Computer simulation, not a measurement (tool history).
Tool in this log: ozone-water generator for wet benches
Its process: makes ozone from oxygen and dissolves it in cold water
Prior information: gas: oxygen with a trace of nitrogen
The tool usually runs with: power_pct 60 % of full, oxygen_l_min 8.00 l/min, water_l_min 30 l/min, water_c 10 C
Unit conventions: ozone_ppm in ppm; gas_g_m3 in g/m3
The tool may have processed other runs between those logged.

run 1 hour=0.0 | power_pct=60 oxygen_l_min=8.00 water_l_min=30 water_c=10 | ozone_ppm=15.9 gas_g_m3=122.6
run 2 hour=116.6 | power_pct=60 oxygen_l_min=8.00 water_l_min=30 water_c=7 | ozone_ppm=16.3 gas_g_m3=122.4
run 3 hour=312.9 | power_pct=60 oxygen_l_min=8.00 water_l_min=30 water_c=7 | ozone_ppm=16.3 gas_g_m3=121.8
run 4 hour=523.2 | power_pct=60 oxygen_l_min=8.00 water_l_min=30 water_c=7 | ozone_ppm=16.3 gas_g_m3=121.2
-- hour=609.6 contactor cleaned
run 5 hour=705.9 | power_pct=68 oxygen_l_min=8.00 water_l_min=30 water_c=7 | ozone_ppm=18.0 gas_g_m3=129.7
run 6 hour=810.9 | power_pct=68 oxygen_l_min=8.00 water_l_min=30 water_c=7 | ozone_ppm=17.7 gas_g_m3=128.9
run 7 hour=907.0 | power_pct=68 oxygen_l_min=8.00 water_l_min=30 water_c=7 | ozone_ppm=18.0 gas_g_m3=130.0
run 8 hour=1088.3 | power_pct=60 oxygen_l_min=8.00 water_l_min=30 water_c=10 | ozone_ppm=15.9 gas_g_m3=119.8
run 9 hour=1260.0 | power_pct=48 oxygen_l_min=8.00 water_l_min=30 water_c=10 | ozone_ppm=14.0 gas_g_m3=105.6
run 10 hour=1400.8 | power_pct=48 oxygen_l_min=8.00 water_l_min=30 water_c=10 | ozone_ppm=13.9 gas_g_m3=105.5
run 11 hour=1525.1 | power_pct=60 oxygen_l_min=8.00 water_l_min=30 water_c=10 | ozone_ppm=15.8 gas_g_m3=120.3
run 12 hour=1739.8 | power_pct=60 oxygen_l_min=10.24 water_l_min=30 water_c=10 | ozone_ppm=15.5 gas_g_m3=102.4
run 13 hour=1837.5 | power_pct=60 oxygen_l_min=10.24 water_l_min=30 water_c=10 | ozone_ppm=15.8 gas_g_m3=102.1
run 14 hour=2014.2 | power_pct=60 oxygen_l_min=10.24 water_l_min=26 water_c=10 | ozone_ppm=17.1 gas_g_m3=101.0
run 15 hour=2223.1 | power_pct=60 oxygen_l_min=8.00 water_l_min=30 water_c=10 | ozone_ppm=15.3 gas_g_m3=118.0
run 16 hour=2321.4 | power_pct=60 oxygen_l_min=8.00 water_l_min=30 water_c=10 | ozone_ppm=15.3 gas_g_m3=116.5
run 17 hour=2489.6 | power_pct=80 oxygen_l_min=8.00 water_l_min=38 water_c=10 | ozone_ppm=14.8 gas_g_m3=135.4
run 18 hour=2628.3 | power_pct=99 oxygen_l_min=4.86 water_l_min=32 water_c=17 | ozone_ppm=17.5 gas_g_m3=208.9
run 19 hour=2745.2 | power_pct=53 oxygen_l_min=4.15 water_l_min=44 water_c=14 | ozone_ppm=9.2 gas_g_m3=163.9
run 20 hour=2890.3 | power_pct=60 oxygen_l_min=8.00 water_l_min=30 water_c=12 | ozone_ppm=14.8 gas_g_m3=115.5
-- hour=2919.3 water thermometer calibrated
run 21 hour=3105.8 | power_pct=61 oxygen_l_min=9.46 water_l_min=25 water_c=16 | ozone_ppm=16.1 gas_g_m3=103.2
run 22 hour=3311.7 | power_pct=68 oxygen_l_min=8.00 water_l_min=30 water_c=14 | ozone_ppm=15.4 gas_g_m3=122.4
run 23 hour=3465.3 | power_pct=63 oxygen_l_min=8.00 water_l_min=43 water_c=9 | ozone_ppm=11.6 gas_g_m3=117.1
run 24 hour=3599.7 | power_pct=63 oxygen_l_min=5.67 water_l_min=23 water_c=8 | ozone_ppm=19.7 gas_g_m3=144.5
run 25 hour=3739.1 | power_pct=99 oxygen_l_min=13.12 water_l_min=21 water_c=16 | ozone_ppm=20.7 gas_g_m3=106.8
run 26 hour=3895.5 | power_pct=99 oxygen_l_min=13.12 water_l_min=21 water_c=16 | ozone_ppm=20.5 gas_g_m3=107.6
run 27 hour=4033.6 | power_pct=99 oxygen_l_min=13.12 water_l_min=21 water_c=16 | ozone_ppm=20.4 gas_g_m3=107.2
run 28 hour=4135.4 | power_pct=60 oxygen_l_min=6.27 water_l_min=28 water_c=10 | ozone_ppm=15.7 gas_g_m3=131.4
run 29 hour=4291.9 | power_pct=60 oxygen_l_min=6.27 water_l_min=28 water_c=10 | ozone_ppm=15.7 gas_g_m3=130.5
run 30 hour=4397.2 | power_pct=60 oxygen_l_min=8.41 water_l_min=28 water_c=5 | ozone_ppm=16.3 gas_g_m3=109.4
run 31 hour=4576.7 | power_pct=60 oxygen_l_min=4.76 water_l_min=28 water_c=5 | ozone_ppm=15.9 gas_g_m3=156.1

What does the tool deliver on the next run?
run 32 hour=4696.1 | power_pct=60 oxygen_l_min=4.76 water_l_min=28 water_c=5 | ozone_ppm=? gas_g_m3=?

{"run 32": {"ozone_ppm": 16.0, "gas_g_m3": 152.7}}
Take away the tool's hidden state, keep the run-to-run variation as it was, and the same run would have given ozone_ppm 18.7 ppm, gas_g_m3 176.2 g/m3.
